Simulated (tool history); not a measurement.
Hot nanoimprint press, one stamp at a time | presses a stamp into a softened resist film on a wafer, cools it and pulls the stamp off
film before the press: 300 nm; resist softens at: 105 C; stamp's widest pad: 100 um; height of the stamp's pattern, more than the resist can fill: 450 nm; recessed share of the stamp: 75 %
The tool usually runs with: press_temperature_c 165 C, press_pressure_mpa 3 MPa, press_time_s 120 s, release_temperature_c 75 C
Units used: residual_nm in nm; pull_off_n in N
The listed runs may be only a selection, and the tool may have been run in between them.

run 1 hour=0 | press_temperature_c=165 press_pressure_mpa=3 press_time_s=120 release_temperature_c=75 | residual_nm=157.2 pull_off_n=229
run 2 hour=32 | press_temperature_c=165 press_pressure_mpa=3 press_time_s=120 release_temperature_c=75 | residual_nm=156.6 pull_off_n=238
run 3 hour=58.4 | press_temperature_c=165 press_pressure_mpa=3 press_time_s=120 release_temperature_c=75 | residual_nm=157.1 pull_off_n=239
run 4 hour=86.1 | press_temperature_c=165 press_pressure_mpa=3 press_time_s=120 release_temperature_c=75 | residual_nm=157.1 pull_off_n=249
run 5 hour=117.1 | press_temperature_c=165 press_pressure_mpa=3 press_time_s=120 release_temperature_c=75 | residual_nm=157.6 pull_off_n=251
run 6 hour=149.2 | press_temperature_c=165 press_pressure_mpa=3 press_time_s=120 release_temperature_c=75 | residual_nm=159.1 pull_off_n=266
run 7 hour=180.8 | press_temperature_c=171 press_pressure_mpa=3 press_time_s=120 release_temperature_c=75 | residual_nm=116.5 pull_off_n=267
run 8 hour=199.9 | press_temperature_c=165 press_pressure_mpa=3 press_time_s=120 release_temperature_c=75 | residual_nm=159 pull_off_n=268
-- hour=215.8 stamp cleaned and given a new release coat
run 9 hour=222 | press_temperature_c=165 press_pressure_mpa=3 press_time_s=120 release_temperature_c=75 | residual_nm=159.1 pull_off_n=199
run 10 hour=236.8 | press_temperature_c=165 press_pressure_mpa=3 press_time_s=120 release_temperature_c=75 | residual_nm=158.7 pull_off_n=202
run 11 hour=255.3 | press_temperature_c=165 press_pressure_mpa=3 press_time_s=120 release_temperature_c=75 | residual_nm=160.7 pull_off_n=211
run 12 hour=275.5 | press_temperature_c=165 press_pressure_mpa=3 press_time_s=120 release_temperature_c=75 | residual_nm=159.5 pull_off_n=207
run 13 hour=301.9 | press_temperature_c=165 press_pressure_mpa=2.23 press_time_s=120 release_temperature_c=75 | residual_nm=182.9 pull_off_n=220
run 14 hour=318.2 | press_temperature_c=165 press_pressure_mpa=4.26 press_time_s=120 release_temperature_c=75 | residual_nm=135.7 pull_off_n=214
run 15 hour=344 | press_temperature_c=165 press_pressure_mpa=3 press_time_s=101 release_temperature_c=75 | residual_nm=169.1 pull_off_n=221
run 16 hour=364.1 | press_temperature_c=165 press_pressure_mpa=2.04 press_time_s=101 release_temperature_c=75 | residual_nm=197 pull_off_n=217
-- hour=383.1 press's hydraulic seals changed and the load cell set to zero
run 17 hour=386.9 | press_temperature_c=160 press_pressure_mpa=3 press_time_s=120 release_temperature_c=75 | residual_nm=203.5 pull_off_n=224
run 18 hour=417.5 | press_temperature_c=160 press_pressure_mpa=3 press_time_s=120 release_temperature_c=75 | residual_nm=200.9 pull_off_n=234
run 19 hour=441.7 | press_temperature_c=165 press_pressure_mpa=4.61 press_time_s=82 release_temperature_c=69 | residual_nm=147.1 pull_off_n=252

Run 20, settings as shown, results not yet in. Your forecast:
run 20 hour=471.7 | press_temperature_c=165 press_pressure_mpa=4.61 press_time_s=82 release_temperature_c=69 | residual_nm=? pull_off_n=?

{"run 20": {"residual_nm": 147.7, "pull_off_n": 251}}
With no hidden state in the tool, this same run would have given residual_nm 142.9 nm, pull_off_n 203 N.

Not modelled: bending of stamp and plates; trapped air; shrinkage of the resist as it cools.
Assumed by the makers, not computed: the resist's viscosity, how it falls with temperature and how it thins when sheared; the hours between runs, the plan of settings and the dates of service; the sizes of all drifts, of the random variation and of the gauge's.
